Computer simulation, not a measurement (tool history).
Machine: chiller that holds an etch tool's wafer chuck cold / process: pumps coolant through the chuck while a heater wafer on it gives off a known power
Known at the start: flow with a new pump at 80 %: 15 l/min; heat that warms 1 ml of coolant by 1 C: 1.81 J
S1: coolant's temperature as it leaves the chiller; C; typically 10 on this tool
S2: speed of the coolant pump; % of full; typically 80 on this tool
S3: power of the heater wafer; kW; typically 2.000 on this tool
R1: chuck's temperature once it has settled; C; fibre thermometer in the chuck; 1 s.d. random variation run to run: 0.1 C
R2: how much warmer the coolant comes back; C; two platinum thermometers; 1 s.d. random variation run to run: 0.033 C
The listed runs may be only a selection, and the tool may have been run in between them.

{"run": 1, "hour": 0.0, "S1": 10, "S2": 80, "S3": 2.0, "R1": 29.8, "R2": 4.57}
{"run": 2, "hour": 54.5, "S1": 10, "S2": 80, "S3": 2.0, "R1": 29.9, "R2": 4.62}
{"run": 3, "hour": 97.5, "S1": 10, "S2": 80, "S3": 2.0, "R1": 29.9, "R2": 4.51}
{"run": 4, "hour": 146.0, "S1": 10, "S2": 80, "S3": 1.771, "R1": 27.7, "R2": 4.09}
{"run": 5, "hour": 176.0, "S1": 10, "S2": 80, "S3": 2.0, "R1": 30.1, "R2": 4.61}
{"run": 6, "hour": 217.1, "S1": 10, "S2": 80, "S3": 2.0, "R1": 30.0, "R2": 4.59}
{"hour": 227.5, "done": "coolant pump overhauled"}
{"run": 7, "hour": 281.1, "S1": 10, "S2": 80, "S3": 2.0, "R1": 30.2, "R2": 4.65}
{"run": 8, "hour": 313.1, "S1": 10, "S2": 91, "S3": 2.0, "R1": 28.5, "R2": 4.07}
{"run": 9, "hour": 346.8, "S1": 10, "S2": 63, "S3": 2.0, "R1": 33.5, "R2": 6.06}
{"hour": 374.9, "done": "coolant pump overhauled, once more"}
{"run": 10, "hour": 402.6, "S1": 14, "S2": 64, "S3": 2.0, "R1": 36.4, "R2": 5.53}
{"run": 11, "hour": 452.8, "S1": 10, "S2": 80, "S3": 2.093, "R1": 30.4, "R2": 4.63}
{"run": 12, "hour": 503.2, "S1": 1, "S2": 93, "S3": 1.161, "R1": 11.7, "R2": 2.19}
{"run": 13, "hour": 546.3, "S1": 3, "S2": 93, "S3": 1.015, "R1": 12.1, "R2": 1.95}
{"run": 14, "hour": 596.3, "S1": 20, "S2": 80, "S3": 1.803, "R1": 37.6, "R2": 3.97}
{"run": 15, "hour": 646.0, "S1": 10, "S2": 100, "S3": 2.0, "R1": 27.0, "R2": 3.45}
{"run": 16, "hour": 683.5, "S1": 10, "S2": 80, "S3": 2.021, "R1": 29.8, "R2": 4.46}
{"run": 17, "hour": 712.3, "S1": 10, "S2": 80, "S3": 2.021, "R1": 29.9, "R2": 4.47}

Run 18, settings as shown, results not yet in. Your forecast:
{"run": 18, "hour": 741.8, "S1": 10, "S2": 80, "S3": 2.021, "R1": "?", "R2": "?"}

{"run 18": {"R1": 30.0, "R2": 4.47}}
Take away the tool's hidden state, keep the run-to-run variation as it was, and the same run would have given R1 28.4 C, R2 4.49 C.
